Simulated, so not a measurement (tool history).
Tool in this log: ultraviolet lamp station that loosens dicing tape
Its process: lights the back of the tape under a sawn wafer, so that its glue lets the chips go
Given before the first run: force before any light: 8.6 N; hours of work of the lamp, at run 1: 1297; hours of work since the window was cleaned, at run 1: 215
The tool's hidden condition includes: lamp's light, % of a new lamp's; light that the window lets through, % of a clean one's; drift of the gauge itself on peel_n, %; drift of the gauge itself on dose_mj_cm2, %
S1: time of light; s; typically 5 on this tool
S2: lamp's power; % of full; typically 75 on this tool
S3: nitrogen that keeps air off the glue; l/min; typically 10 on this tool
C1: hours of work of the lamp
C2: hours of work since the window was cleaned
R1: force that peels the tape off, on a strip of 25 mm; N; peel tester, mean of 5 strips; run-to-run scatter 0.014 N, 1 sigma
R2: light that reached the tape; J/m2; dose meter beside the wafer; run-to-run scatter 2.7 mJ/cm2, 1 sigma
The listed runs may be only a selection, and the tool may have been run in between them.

run	hour	S1	S2	S3	C1	C2	R1	R2
1	0	5	75	10	1297	215	1.182	2720
2	42.3	5	75	10	1322	241	1.199	2700
3	87.5	5	75	10	1350	268	1.216	2620
4	152.5	5	75	10	1389	307	1.275	2600
5	187.6	5	75	10	1410	329	1.282	2560
# hour 209.7: window cleaned of glue's vapour
6	250.6	5	75	10	1448	25	1.111	2810
7	281.7	5	75	10	1467	44	1.054	2790
8	343.2	5	75	10	1504	81	1.104	2740
9	406.8	5	75	10	1543	119	1.178	2650
10	468.9	4	75	17	1580	157	1.417	2140
11	528.5	3	75	10	1616	193	2.671	1540
12	584.8	3	66	4	1650	227	4.075	1340
13	639.7	5	77	10	1683	260	1.253	2540
14	701.6	7	71	10	1721	297	0.788	3200
15	743.8	7	71	10	1746	323	0.848	3190
# hour 770.8: window cleaned of glue's vapour
16	798.3	7	71	10	1779	17	0.652	3530
17	852.9	7	71	10	1812	50	0.705	3420
18	896.6	3	75	10	1838	76	2.722	1560

Each row is a separate what-if for the run after 18, all from the same tool condition, not one after another. Results?
# hour 946.6: lamp changed
A	961.5	5	63	5	9	115	?	?
# hour 946.6: lamp changed
B	961.5	5	69	10	9	115	?	?
# hour 946.6: lamp changed
C	961.5	8	75	7	9	115	?	?

run	R1	R2
A	1.491	2820
B	0.877	3150
C	0.316	5430
With no hidden state in the tool, these same runs would have given:
run	R1	R2
A	1.371	2960
B	0.792	3310
C	0.285	5700

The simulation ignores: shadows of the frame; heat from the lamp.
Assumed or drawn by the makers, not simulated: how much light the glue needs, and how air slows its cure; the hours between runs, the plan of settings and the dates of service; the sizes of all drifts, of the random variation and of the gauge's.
